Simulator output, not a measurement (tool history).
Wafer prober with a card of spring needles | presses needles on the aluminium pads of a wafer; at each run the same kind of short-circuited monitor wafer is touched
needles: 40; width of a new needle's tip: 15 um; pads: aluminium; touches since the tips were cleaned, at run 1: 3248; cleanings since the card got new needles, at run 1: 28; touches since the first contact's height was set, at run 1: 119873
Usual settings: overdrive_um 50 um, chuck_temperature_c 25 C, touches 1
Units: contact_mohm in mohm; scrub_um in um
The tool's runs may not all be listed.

run,day,overdrive_um,chuck_temperature_c,touches,touches since the tips were cleaned,cleanings since the card got new needles,touches since the first contact's height was set,contact_mohm,scrub_um
1,0.000,50,25,1,3248,28,119873,111,11.78
# day 0.083: tips cleaned on abrasive film
# day 0.517: tips cleaned on abrasive film
2,0.554,50,25,1,385,30,125289,111,11.80
# day 0.946: tips cleaned on abrasive film
# day 1.371: tips cleaned on abrasive film
3,1.712,50,25,1,3388,32,136657,111,11.75
# day 1.775: tips cleaned on abrasive film
# day 2.254: tips cleaned on abrasive film
# day 2.704: tips cleaned on abrasive film
4,2.900,50,25,1,1900,35,148276,111,11.65
# day 3.150: tips cleaned on abrasive film
# day 3.546: tips cleaned on abrasive film
# day 4.000: tips cleaned on abrasive film
5,4.062,50,25,1,609,38,159677,113,11.78
# day 4.442: tips cleaned on abrasive film
6,4.800,50,25,1,3559,39,166951,111,11.81
# day 4.896: tips cleaned on abrasive film
# day 5.312: tips cleaned on abrasive film
# day 5.717: tips cleaned on abrasive film
7,5.717,50,25,1,0,42,175910,111,11.71
# day 6.158: tips cleaned on abrasive film
8,6.329,50,25,1,1712,43,181927,113,11.93
# day 6.592: tips cleaned on abrasive film
# day 7.046: tips cleaned on abrasive film
9,7.246,59,25,1,1969,45,190898,111,13.74
# day 7.442: tips cleaned on abrasive film
# day 7.454: height of the first contact set anew
10,7.796,59,25,1,3361,46,3361,111,13.86
# day 7.858: tips cleaned on abrasive film
# day 8.346: tips cleaned on abrasive film
# day 8.746: tips cleaned on abrasive film
11,8.858,50,116,1,1126,49,13764,125,11.68
# day 9.204: tips cleaned on abrasive film
# day 9.671: tips cleaned on abrasive film
12,9.762,50,84,1,936,51,22649,122,11.90
# day 10.158: tips cleaned on abrasive film
# day 10.579: tips cleaned on abrasive film
13,10.654,50,84,1,752,53,31377,120,11.76
# day 11.042: tips cleaned on abrasive film
14,11.329,50,110,1,2852,54,38005,127,11.87
# day 11.467: tips cleaned on abrasive film
# day 11.950: tips cleaned on abrasive film
# day 12.425: tips cleaned on abrasive film
15,12.475,50,110,1,487,57,49247,125,11.64
# day 12.871: tips cleaned on abrasive film
16,13.062,50,110,1,1902,58,55019,123,11.77
# day 13.346: tips cleaned on abrasive film
# day 13.796: tips cleaned on abrasive film
17,13.871,53,91,1,736,60,62933,122,12.39
# day 14.246: tips cleaned on abrasive film
# day 14.717: tips cleaned on abrasive film
18,14.779,34,96,1,621,62,71862,129,7.94
# day 15.162: tips cleaned on abrasive film
# day 15.567: tips cleaned on abrasive film
19,15.567,45,96,2,0,64,79547,125,10.61
# day 16.025: tips cleaned on abrasive film
# day 16.500: tips cleaned on abrasive film
20,16.662,45,96,2,1596,66,90314,127,10.54
# day 16.942: tips cleaned on abrasive film
# day 17.338: tips cleaned on abrasive film
21,17.662,40,66,1,3211,68,100142,124,9.37
# day 17.758: tips cleaned on abrasive film
# day 18.208: tips cleaned on abrasive film
# day 18.654: tips cleaned on abrasive film
22,18.725,40,32,2,697,71,110545,117,9.23
# day 19.112: tips cleaned on abrasive film
# day 19.529: tips cleaned on abrasive film
23,19.788,40,32,2,2556,73,120995,118,9.33
# day 19.988: tips cleaned on abrasive film
# day 20.425: tips cleaned on abrasive film
# day 20.912: tips cleaned on abrasive film
24,21.079,33,77,2,1644,76,133636,130,7.77
# day 21.350: tips cleaned on abrasive film
# day 21.788: tips cleaned on abrasive film
# day 22.208: tips cleaned on abrasive film
25,22.208,50,25,1,0,79,144688,114,11.79
# day 22.629: tips cleaned on abrasive film
26,22.950,50,25,1,3179,80,152020,113,11.85
# day 23.112: tips cleaned on abrasive film
# day 23.533: tips cleaned on abrasive film
27,23.867,56,32,1,3292,82,161000,113,13.25
# day 23.971: tips cleaned on abrasive film
# day 24.379: tips cleaned on abrasive film
28,24.412,67,99,3,329,84,166300,118,15.88
# day 24.838: tips cleaned on abrasive film
# day 25.288: tips cleaned on abrasive film
29,25.412,67,99,3,1235,86,176135,117,15.89

Forecast each of these 5 alternatives for the next run:
# day 25.688: tips cleaned on abrasive film
# day 26.104: tips cleaned on abrasive film
A,26.158,31,61,3,518,88,183435,?,?
# day 25.688: tips cleaned on abrasive film
# day 26.104: tips cleaned on abrasive film
B,26.158,36,51,1,518,88,183435,?,?
# day 25.688: tips cleaned on abrasive film
# day 26.104: tips cleaned on abrasive film
C,26.158,50,86,3,518,88,183435,?,?
# day 25.688: tips cleaned on abrasive film
# day 26.104: tips cleaned on abrasive film
D,26.158,59,117,1,518,88,183435,?,?
# day 25.688: tips cleaned on abrasive film
# day 26.104: tips cleaned on abrasive film
E,26.158,50,54,1,518,88,183435,?,?

run,contact_mohm,scrub_um
A,131,7.13
B,122,8.46
C,121,11.70
D,122,14.02
E,118,11.64
Without the tool's hidden state the same runs would have given:
run,contact_mohm,scrub_um
A,131,7.13
B,122,8.47
C,121,11.70
D,122,14.03
E,118,11.64

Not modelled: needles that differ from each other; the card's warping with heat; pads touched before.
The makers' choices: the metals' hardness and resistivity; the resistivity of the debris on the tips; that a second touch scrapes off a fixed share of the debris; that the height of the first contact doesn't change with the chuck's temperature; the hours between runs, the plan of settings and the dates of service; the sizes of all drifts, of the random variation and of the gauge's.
